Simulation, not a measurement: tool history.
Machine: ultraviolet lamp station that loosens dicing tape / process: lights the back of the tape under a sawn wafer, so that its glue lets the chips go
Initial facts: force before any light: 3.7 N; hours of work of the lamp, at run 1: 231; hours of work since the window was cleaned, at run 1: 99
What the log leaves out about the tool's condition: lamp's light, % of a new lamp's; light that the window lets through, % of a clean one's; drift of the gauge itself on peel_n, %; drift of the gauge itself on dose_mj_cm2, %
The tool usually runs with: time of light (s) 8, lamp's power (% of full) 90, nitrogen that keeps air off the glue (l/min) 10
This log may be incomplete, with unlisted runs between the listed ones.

run	hour	time of light (s)	lamp's power (% of full)	nitrogen that keeps air off the glue (l/min)	hours of work of the lamp	hours of work since the window was cleaned	force that peels the tape off (N)	light that reached the tape (mJ/cm²)
1	0.0	8	90	10	231	99	0.184	347
2	9.1	8	90	10	238	106	0.192	347
3	16.2	8	90	10	243	111	0.192	343
4	22.5	8	90	10	247	115	0.183	344
5	28.0	8	90	6	251	119	0.230	346
6	34.4	8	90	6	256	123	0.246	341
7	40.8	8	90	6	260	128	0.244	339
8	45.7	8	90	6	264	132	0.244	345
9	52.5	8	90	6	269	136	0.248	345
10	60.4	8	90	6	274	142	0.262	338
11	64.5	8	90	3	277	145	0.376	338
12	72.6	8	90	3	283	151	0.370	338
13	79.4	6	90	3	288	155	0.601	250
14	86.4	4	90	5	293	160	0.854	170
15	95.3	5	94	12	299	167	0.346	219
16	102.7	5	64	4	304	172	1.076	148
17	110.3	4	64	3	310	177	1.566	115
18	118.3	14	77	7	315	183	0.161	498
19	127.2	14	61	4	322	189	0.248	390
20	135.1	11	62	10	327	195	0.210	313
21	142.3	11	62	10	332	200	0.224	308
22	150.7	11	90	10	338	206	0.167	448
23	158.1	11	66	11	344	211	0.188	329

Here are 5 independent what-if runs from the current tool condition. What would each one return?
A	164.3	11	80	9	348	216	?	?
B	164.3	7	66	11	348	216	?	?
C	164.3	11	87	11	348	216	?	?
D	164.3	13	66	11	348	216	?	?
E	164.3	11	66	3	348	216	?	?

run	force that peels the tape off (N)	light that reached the tape (mJ/cm²)
A	0.160	400
B	0.394	210
C	0.149	435
D	0.167	386
E	0.399	326
The same runs, with their run-to-run variation unchanged, on a tool lacking any hidden condition would have given:
run	force that peels the tape off (N)	light that reached the tape (mJ/cm²)
A	0.143	468
B	0.302	246
C	0.139	509
D	0.151	452
E	0.307	381

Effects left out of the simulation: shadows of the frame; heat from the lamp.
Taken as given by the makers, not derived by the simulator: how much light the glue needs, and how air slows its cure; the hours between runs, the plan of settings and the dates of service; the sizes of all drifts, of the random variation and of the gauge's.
